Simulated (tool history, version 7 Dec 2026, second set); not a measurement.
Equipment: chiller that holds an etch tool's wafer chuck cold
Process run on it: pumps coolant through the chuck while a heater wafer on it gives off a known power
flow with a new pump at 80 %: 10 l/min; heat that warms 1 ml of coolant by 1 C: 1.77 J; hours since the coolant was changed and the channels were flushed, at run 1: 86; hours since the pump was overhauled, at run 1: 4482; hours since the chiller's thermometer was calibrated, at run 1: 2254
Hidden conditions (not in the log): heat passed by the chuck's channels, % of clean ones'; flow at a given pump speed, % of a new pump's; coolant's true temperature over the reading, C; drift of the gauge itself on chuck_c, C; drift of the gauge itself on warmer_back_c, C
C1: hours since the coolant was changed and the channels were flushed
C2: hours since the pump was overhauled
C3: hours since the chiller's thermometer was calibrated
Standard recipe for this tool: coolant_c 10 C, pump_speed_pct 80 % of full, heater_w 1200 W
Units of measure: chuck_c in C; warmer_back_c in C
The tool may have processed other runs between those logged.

{"run": 1, "day": 0.0, "coolant_c": 10, "pump_speed_pct": 80, "heater_w": 1200, "C1": 86, "C2": 4482, "C3": 2254, "chuck_c": 18.4, "warmer_back_c": 4.24}
{"run": 2, "day": 4.533, "coolant_c": 10, "pump_speed_pct": 80, "heater_w": 1200, "C1": 195, "C2": 4591, "C3": 2363, "chuck_c": 18.4, "warmer_back_c": 4.25}
{"run": 3, "day": 8.1, "coolant_c": 10, "pump_speed_pct": 80, "heater_w": 1200, "C1": 281, "C2": 4676, "C3": 2448, "chuck_c": 18.6, "warmer_back_c": 4.18}
{"run": 4, "day": 12.788, "coolant_c": 10, "pump_speed_pct": 80, "heater_w": 1200, "C1": 393, "C2": 4789, "C3": 2561, "chuck_c": 18.4, "warmer_back_c": 4.27}
{"run": 5, "day": 15.958, "coolant_c": 11, "pump_speed_pct": 80, "heater_w": 1200, "C1": 469, "C2": 4865, "C3": 2637, "chuck_c": 19.4, "warmer_back_c": 4.19}
{"run": 6, "day": 18.325, "coolant_c": 11, "pump_speed_pct": 80, "heater_w": 1200, "C1": 526, "C2": 4922, "C3": 2694, "chuck_c": 19.6, "warmer_back_c": 4.22}
{"run": 7, "day": 20.717, "coolant_c": 11, "pump_speed_pct": 80, "heater_w": 1200, "C1": 584, "C2": 4979, "C3": 2751, "chuck_c": 19.4, "warmer_back_c": 4.24}
{"run": 8, "day": 25.808, "coolant_c": 11, "pump_speed_pct": 80, "heater_w": 1200, "C1": 706, "C2": 5101, "C3": 2873, "chuck_c": 19.5, "warmer_back_c": 4.21}
{"run": 9, "day": 29.612, "coolant_c": 11, "pump_speed_pct": 80, "heater_w": 1200, "C1": 797, "C2": 5193, "C3": 2965, "chuck_c": 19.5, "warmer_back_c": 4.2}
{"run": 10, "day": 33.483, "coolant_c": 10, "pump_speed_pct": 80, "heater_w": 1200, "C1": 890, "C2": 5286, "C3": 3058, "chuck_c": 18.4, "warmer_back_c": 4.27}
{"run": 11, "day": 36.483, "coolant_c": 10, "pump_speed_pct": 80, "heater_w": 1200, "C1": 962, "C2": 5358, "C3": 3130, "chuck_c": 18.3, "warmer_back_c": 4.29}
{"run": 12, "day": 41.05, "coolant_c": 10, "pump_speed_pct": 80, "heater_w": 1200, "C1": 1072, "C2": 5467, "C3": 3239, "chuck_c": 18.5, "warmer_back_c": 4.22}
{"run": 13, "day": 44.421, "coolant_c": 10, "pump_speed_pct": 80, "heater_w": 1200, "C1": 1153, "C2": 5548, "C3": 3320, "chuck_c": 18.5, "warmer_back_c": 4.17}
{"day": 44.95, "done": "coolant pump overhauled"}
{"run": 14, "day": 49.658, "coolant_c": 19, "pump_speed_pct": 80, "heater_w": 946, "C1": 1273, "C2": 113, "C3": 3441, "chuck_c": 25.9, "warmer_back_c": 3.46}
{"run": 15, "day": 51.783, "coolant_c": 7, "pump_speed_pct": 82, "heater_w": 1455, "C1": 1324, "C2": 164, "C3": 3492, "chuck_c": 17.4, "warmer_back_c": 5.16}
{"run": 16, "day": 55.358, "coolant_c": 7, "pump_speed_pct": 82, "heater_w": 1455, "C1": 1410, "C2": 250, "C3": 3578, "chuck_c": 17.4, "warmer_back_c": 5.09}
{"day": 56.775, "done": "coolant pump overhauled, once more"}
{"run": 17, "day": 58.912, "coolant_c": 7, "pump_speed_pct": 82, "heater_w": 1455, "C1": 1490, "C2": 51, "C3": 3658, "chuck_c": 17.1, "warmer_back_c": 4.77}
{"run": 18, "day": 62.292, "coolant_c": 18, "pump_speed_pct": 80, "heater_w": 1200, "C1": 1571, "C2": 132, "C3": 3739, "chuck_c": 26.3, "warmer_back_c": 4.05}
{"run": 19, "day": 66.846, "coolant_c": 2, "pump_speed_pct": 80, "heater_w": 660, "C1": 1681, "C2": 242, "C3": 3848, "chuck_c": 6.4, "warmer_back_c": 2.23}
{"run": 20, "day": 69.562, "coolant_c": 12, "pump_speed_pct": 80, "heater_w": 1241, "C1": 1746, "C2": 307, "C3": 3914, "chuck_c": 20.6, "warmer_back_c": 4.15}
{"run": 21, "day": 72.946, "coolant_c": 12, "pump_speed_pct": 80, "heater_w": 1241, "C1": 1827, "C2": 388, "C3": 3995, "chuck_c": 20.7, "warmer_back_c": 4.18}
{"run": 22, "day": 76.125, "coolant_c": 15, "pump_speed_pct": 71, "heater_w": 1034, "C1": 1903, "C2": 464, "C3": 4071, "chuck_c": 22.9, "warmer_back_c": 3.99}

Forecast each of these 4 alternatives for the next run:
{"run": "A", "day": 78.35, "coolant_c": 2, "pump_speed_pct": 80, "heater_w": 1200, "C1": 1957, "C2": 518, "C3": 4124, "chuck_c": "?", "warmer_back_c": "?"}
{"run": "B", "day": 78.35, "coolant_c": 3, "pump_speed_pct": 76, "heater_w": 651, "C1": 1957, "C2": 518, "C3": 4124, "chuck_c": "?", "warmer_back_c": "?"}
{"run": "C", "day": 78.35, "coolant_c": 10, "pump_speed_pct": 69, "heater_w": 841, "C1": 1957, "C2": 518, "C3": 4124, "chuck_c": "?", "warmer_back_c": "?"}
{"run": "D", "day": 78.35, "coolant_c": 15, "pump_speed_pct": 78, "heater_w": 1034, "C1": 1957, "C2": 518, "C3": 4124, "chuck_c": "?", "warmer_back_c": "?"}

run=A chuck_c=10.4 warmer_back_c=4.06
run=B chuck_c=7.5 warmer_back_c=2.35
run=C chuck_c=16.3 warmer_back_c=3.34
run=D chuck_c=22.2 warmer_back_c=3.55
With the hidden condition removed and each run's random variation left untouched, the same runs would have given:
run=A chuck_c=10.4 warmer_back_c=4.07
run=B chuck_c=7.8 warmer_back_c=2.35
run=C chuck_c=16.5 warmer_back_c=3.35
run=D chuck_c=22.4 warmer_back_c=3.56
